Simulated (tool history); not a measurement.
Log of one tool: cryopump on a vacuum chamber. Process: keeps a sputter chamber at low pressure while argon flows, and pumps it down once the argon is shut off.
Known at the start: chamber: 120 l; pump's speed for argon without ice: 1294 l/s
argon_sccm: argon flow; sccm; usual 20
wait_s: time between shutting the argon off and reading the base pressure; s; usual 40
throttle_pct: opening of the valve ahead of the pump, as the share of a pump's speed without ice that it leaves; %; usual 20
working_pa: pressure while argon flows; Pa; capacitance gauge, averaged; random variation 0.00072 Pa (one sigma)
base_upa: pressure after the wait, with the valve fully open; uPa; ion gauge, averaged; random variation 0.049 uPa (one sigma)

{"run": 1, "hour": 0.0, "argon_sccm": 20, "wait_s": 40, "throttle_pct": 20, "working_pa": 0.1463, "base_upa": 5.49}
{"run": 2, "hour": 13.2, "argon_sccm": 20, "wait_s": 40, "throttle_pct": 20, "working_pa": 0.1322, "base_upa": 4.6}
{"run": 3, "hour": 30.2, "argon_sccm": 20, "wait_s": 40, "throttle_pct": 20, "working_pa": 0.1316, "base_upa": 4.55}
{"run": 4, "hour": 48.2, "argon_sccm": 20, "wait_s": 40, "throttle_pct": 20, "working_pa": 0.131, "base_upa": 4.65}
{"run": 5, "hour": 56.1, "argon_sccm": 20, "wait_s": 40, "throttle_pct": 20, "working_pa": 0.1308, "base_upa": 4.7}
{"run": 6, "hour": 66.5, "argon_sccm": 20, "wait_s": 40, "throttle_pct": 20, "working_pa": 0.1327, "base_upa": 4.64}
{"run": 7, "hour": 83.6, "argon_sccm": 20, "wait_s": 40, "throttle_pct": 20, "working_pa": 0.1329, "base_upa": 4.62}
{"run": 8, "hour": 99.3, "argon_sccm": 20, "wait_s": 40, "throttle_pct": 20, "working_pa": 0.1319, "base_upa": 4.79}
{"run": 9, "hour": 108.6, "argon_sccm": 20, "wait_s": 40, "throttle_pct": 20, "working_pa": 0.1329, "base_upa": 4.93}
{"run": 10, "hour": 118.3, "argon_sccm": 19, "wait_s": 126, "throttle_pct": 20, "working_pa": 0.1262, "base_upa": 2.96}
{"run": 11, "hour": 132.7, "argon_sccm": 25, "wait_s": 40, "throttle_pct": 44, "working_pa": 0.0772, "base_upa": 4.82}
{"run": 12, "hour": 150.7, "argon_sccm": 20, "wait_s": 62, "throttle_pct": 20, "working_pa": 0.1343, "base_upa": 3.84}
{"run": 13, "hour": 162.8, "argon_sccm": 30, "wait_s": 40, "throttle_pct": 22, "working_pa": 0.1814, "base_upa": 4.99}
{"run": 14, "hour": 171.6, "argon_sccm": 30, "wait_s": 40, "throttle_pct": 22, "working_pa": 0.1838, "base_upa": 5.02}
{"run": 15, "hour": 187.5, "argon_sccm": 30, "wait_s": 40, "throttle_pct": 16, "working_pa": 0.2493, "base_upa": 5.05}
{"run": 16, "hour": 197.4, "argon_sccm": 21, "wait_s": 48, "throttle_pct": 28, "working_pa": 0.102, "base_upa": 4.58}
{"run": 17, "hour": 212.0, "argon_sccm": 20, "wait_s": 40, "throttle_pct": 26, "working_pa": 0.1046, "base_upa": 5.19}
{"run": 18, "hour": 229.3, "argon_sccm": 11, "wait_s": 40, "throttle_pct": 57, "working_pa": 0.027, "base_upa": 4.99}

Taken out of this log: 1 entry between the listed runs. Where each belongs, and how the hidden state differs across it:
Between runs 1 and 2: pump warmed up, emptied and cooled again (hour 13.2)
  pump's speed, % of a pump's without ice: 64.2 -> 99.6; leak into the chamber, uPa l/s: 2362 -> 2377
  measured less the result without the state, working_pa: +0.0148 -> +0.0001 Pa; base_upa: +2.58 -> +1.64 uPa
